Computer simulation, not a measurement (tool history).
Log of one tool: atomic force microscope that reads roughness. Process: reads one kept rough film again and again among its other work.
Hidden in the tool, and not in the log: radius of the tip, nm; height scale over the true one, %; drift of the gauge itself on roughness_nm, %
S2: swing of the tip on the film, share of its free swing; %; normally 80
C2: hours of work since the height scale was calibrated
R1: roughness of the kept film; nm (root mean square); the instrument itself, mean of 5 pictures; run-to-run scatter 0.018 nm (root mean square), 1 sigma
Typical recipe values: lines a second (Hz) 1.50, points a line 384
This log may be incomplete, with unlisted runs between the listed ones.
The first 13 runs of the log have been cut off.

Run 14, day 7.412: usual settings but points a line 267; pictures with this tip 171; C2 513. Result: R1 3.556 nm (root mean square).
At day 7.492: new tip fitted.
Run 15, day 7.762: usual settings; pictures with this tip 15; C2 518. Result: R1 4.318 nm (root mean square).
Run 16, day 8.200: usual settings; pictures with this tip 38; C2 526. Result: R1 4.232 nm (root mean square).
Run 17, day 8.954: usual settings; pictures with this tip 78; C2 538. Result: R1 4.001 nm (root mean square).
Run 18, day 9.612: usual settings but lines a second (Hz) 2.28; pictures with this tip 114; C2 549. Result: R1 3.558 nm (root mean square).
Run 19, day 9.996: usual settings but lines a second (Hz) 2.28; pictures with this tip 134; C2 556. Result: R1 3.487 nm (root mean square).
Run 20, day 10.608: usual settings but lines a second (Hz) 2.28; pictures with this tip 167; C2 566. Result: R1 3.326 nm (root mean square).
At day 10.733: new tip fitted.
Run 21, day 11.092: usual settings but lines a second (Hz) 2.87, S2 55 %, points a line 907; pictures with this tip 19; C2 574. Result: R1 4.692 nm (root mean square).
Run 22, day 11.558: usual settings but lines a second (Hz) 2.87, S2 55 %, points a line 907; pictures with this tip 44; C2 581. Result: R1 4.570 nm (root mean square).
Run 23, day 11.950: usual settings but lines a second (Hz) 2.87, S2 55 %, points a line 477; pictures with this tip 65; C2 588. Result: R1 4.413 nm (root mean square).
Run 24, day 12.342: usual settings but lines a second (Hz) 1.36, S2 59 %, points a line 643; pictures with this tip 86; C2 594. Result: R1 4.427 nm (root mean square).
Run 25, day 13.050: usual settings but lines a second (Hz) 2.70, S2 59 %, points a line 357; pictures with this tip 124; C2 606. Result: R1 4.038 nm (root mean square).
Run 26, day 13.700: usual settings but lines a second (Hz) 2.70, S2 76 %, points a line 357; pictures with this tip 159; C2 617. Result: R1 3.415 nm (root mean square).
At day 13.996: new tip fitted.
Run 27, day 14.396: usual settings but lines a second (Hz) 2.70, S2 76 %, points a line 357; pictures with this tip 22; C2 628. Result: R1 3.993 nm (root mean square).
Run 28, day 14.838: usual settings but lines a second (Hz) 1.36, points a line 995; pictures with this tip 45; C2 636. Result: R1 4.242 nm (root mean square).
Run 29, day 15.246: usual settings but lines a second (Hz) 1.36, points a line 995; pictures with this tip 67; C2 643. Result: R1 4.091 nm (root mean square).
Run 30, day 15.562: usual settings but lines a second (Hz) 0.78, S2 82 %, points a line 376; pictures with this tip 84; C2 648. Result: R1 4.196 nm (root mean square).
Run 31, day 16.088: usual settings but lines a second (Hz) 1.57, S2 70 %, points a line 358; pictures with this tip 112; C2 657. Result: R1 4.014 nm (root mean square).
Run 32, day 16.612: usual settings but lines a second (Hz) 1.57, S2 73 %, points a line 624; pictures with this tip 141; C2 665. Result: R1 3.859 nm (root mean square).
Run 33, day 17.033: usual settings but lines a second (Hz) 1.89, S2 71 %, points a line 260; pictures with this tip 163; C2 672. Result: R1 3.692 nm (root mean square).
At day 17.246: new tip fitted.
Run 34, day 17.725: usual settings but lines a second (Hz) 1.89, S2 57 %, points a line 389; pictures with this tip 26; C2 684. Result: R1 4.669 nm (root mean square).
Run 35, day 18.133: usual settings but S2 86 %, points a line 434; pictures with this tip 48; C2 690. Result: R1 3.948 nm (root mean square).
Run 36, day 18.796: usual settings but lines a second (Hz) 1.53, S2 57 %, points a line 296; pictures with this tip 83; C2 702. Result: R1 4.399 nm (root mean square).
Run 37, day 19.404: usual settings but lines a second (Hz) 1.28, S2 56 %, points a line 487; pictures with this tip 116; C2 712. Result: R1 4.284 nm (root mean square).
Run 38, day 19.775: usual settings but S2 58 %; pictures with this tip 136; C2 718. Result: R1 4.121 nm (root mean square).

Alternative continuations, all from the tool just after run 38; predict every row:
Run A, day 20.350: usual settings but lines a second (Hz) 1.27, S2 74 %, points a line 304; pictures with this tip 167; C2 727. Result: R1 ?.
Run B, day 20.350: usual settings but lines a second (Hz) 2.94, S2 58 %; pictures with this tip 167; C2 727. Result: R1 ?.
Run C, day 20.350: usual settings but S2 68 %, points a line 870; pictures with this tip 167; C2 727. Result: R1 ?.
Run D, day 20.350: usual settings but lines a second (Hz) 2.61, S2 89 %, points a line 853; pictures with this tip 167; C2 727. Result: R1 ?.

run     R1
  A  3.787
  B  3.811
  C  3.835
  D  2.915
With the hidden condition removed and each run's random variation left untouched, the same runs would have given:
run     R1
  A  4.697
  B  4.728
  C  4.757
  D  3.616
